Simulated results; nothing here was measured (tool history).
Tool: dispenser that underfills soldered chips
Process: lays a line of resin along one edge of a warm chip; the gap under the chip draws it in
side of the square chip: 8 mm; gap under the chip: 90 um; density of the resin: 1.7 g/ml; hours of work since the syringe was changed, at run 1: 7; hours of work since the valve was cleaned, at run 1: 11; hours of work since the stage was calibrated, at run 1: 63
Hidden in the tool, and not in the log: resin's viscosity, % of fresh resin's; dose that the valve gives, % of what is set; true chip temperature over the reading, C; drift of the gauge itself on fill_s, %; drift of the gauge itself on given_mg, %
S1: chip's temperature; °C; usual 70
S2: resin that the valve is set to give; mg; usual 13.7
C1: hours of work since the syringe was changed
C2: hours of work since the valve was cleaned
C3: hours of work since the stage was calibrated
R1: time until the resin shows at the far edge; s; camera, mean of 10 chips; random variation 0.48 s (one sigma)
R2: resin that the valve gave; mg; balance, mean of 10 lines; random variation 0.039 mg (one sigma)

run   hour  S1    S2  C1  C2   C3    R1     R2
  1      0  70  13.7   7  11   63  56.4  13.53
       0.9  -- new syringe of resin
  2    2.8  70  13.7   1  12   64  38.8  13.51
  3    4.9  80  13.7   3  14   65  30.3  13.49
  4    8.8  80  13.7   5  16   68  34.3  13.45
  5   11.4  80  13.7   7  18   70  38.4  13.46
      12.5  -- new syringe of resin
  6   15.8  70  13.7   2  21   72  43.3  13.38
  7     20  70  12.4   5  23   75  51.7  12.09
      24.3  -- new syringe of resin
  8   24.6  70  12.4   0  26   78  38.8  12.04
  9   27.9  70  15.6   2  28   80  41.3  15.15
 10   31.2  65  15.6   4  30   82  57.4  15.13
 11   34.5  65  15.6   7  33   84    63  15.15
      36.1  -- new syringe of resin
 12   38.7  70  13.7   2  35   87    41   13.2
 13   40.7  70  13.7   3  36   88  45.5  13.18
 14   45.6  70  13.7   6  40   91  53.9  13.17
      47.8  -- new syringe of resin
 15   48.3  59  13.7   0  41   93  57.6  13.25
 16   51.6  59  13.7   2  43   95  65.7  13.08
      55.3  -- dispensing valve cleaned and set on the balance
 17   56.4  59  13.7   5   1   98  75.1  13.63
 18   59.8  59  13.7   7   3  100  85.3  13.57
      60.7  -- new syringe of resin
 19   64.8  70  16.2   3   6  103  42.8  16.18
 20   68.9  61  12.3   5   9  105  70.7   12.2
      72.4  -- new syringe of resin
 21     73  64  16.8   0  11  108  46.4  16.56
 22   76.5  84  13.7   3  13  110  27.1  13.54
 23   79.2  82    17   4  15  112  31.2  16.72
 24   81.3  68  13.7   6  17  113  55.5  13.47
        84  -- new syringe of resin
 25     84  78  15.1   0  18  115  27.6  14.82
 26   87.4  63    13   2  20  117  55.3  12.66
 27   91.1  73  12.4   5  23  119  45.3   12.1
 28   95.2  83  12.4   7  25  122  37.9  12.11
      95.7  -- new syringe of resin
 29   99.5  62  15.7   2  28  125  55.4  15.29
 30  101.5  84    15   4  29  126  28.8  14.63
 31  106.3  84    15   7  32  129  33.6  14.52
     107.6  -- new syringe of resin
 32  111.2  84    15   2  35  132  26.5  14.56
 33  113.2  83  14.8   4  37  133  28.2  14.31
 34  116.6  60  14.8   6  39  136  72.7  14.26
     119.4  -- new syringe of resin
 35  120.2  60  14.8   1  41  138  54.3  14.22
 36  124.6  72  16.6   3  44  141  41.8  15.87
     127.3  -- dispensing valve cleaned and set on the balance
 37  129.4  72  17.3   6   1  143  47.8  17.35

Some steps in R1 between neighbouring runs. How much of each would the tool show without its hidden state too (settings, what came in, random variation), and how much is left for the hidden state, with any gauge scatter that isn't in both results?
Run 18 -> 19: S1 59 -> 70, S2 13.7 -> 16.2, new syringe of resin. R1 -42.5 s: hidden state -24.7, all else -17.8.
Run 19 -> 20: S1 70 -> 61, S2 16.2 -> 12.3. R1 +27.9 s: hidden state +12.7, all else +15.2.
Run 20 -> 21: S1 61 -> 64, S2 12.3 -> 16.8, new syringe of resin. R1 -24.3 s: hidden state -17.3, all else -7.
Run 33 -> 34: S1 83 -> 60. R1 +44.5 s: hidden state +15, all else +29.5.
Run 34 -> 35: new syringe of resin. R1 -18.4 s: hidden state -18.4, all else +0.

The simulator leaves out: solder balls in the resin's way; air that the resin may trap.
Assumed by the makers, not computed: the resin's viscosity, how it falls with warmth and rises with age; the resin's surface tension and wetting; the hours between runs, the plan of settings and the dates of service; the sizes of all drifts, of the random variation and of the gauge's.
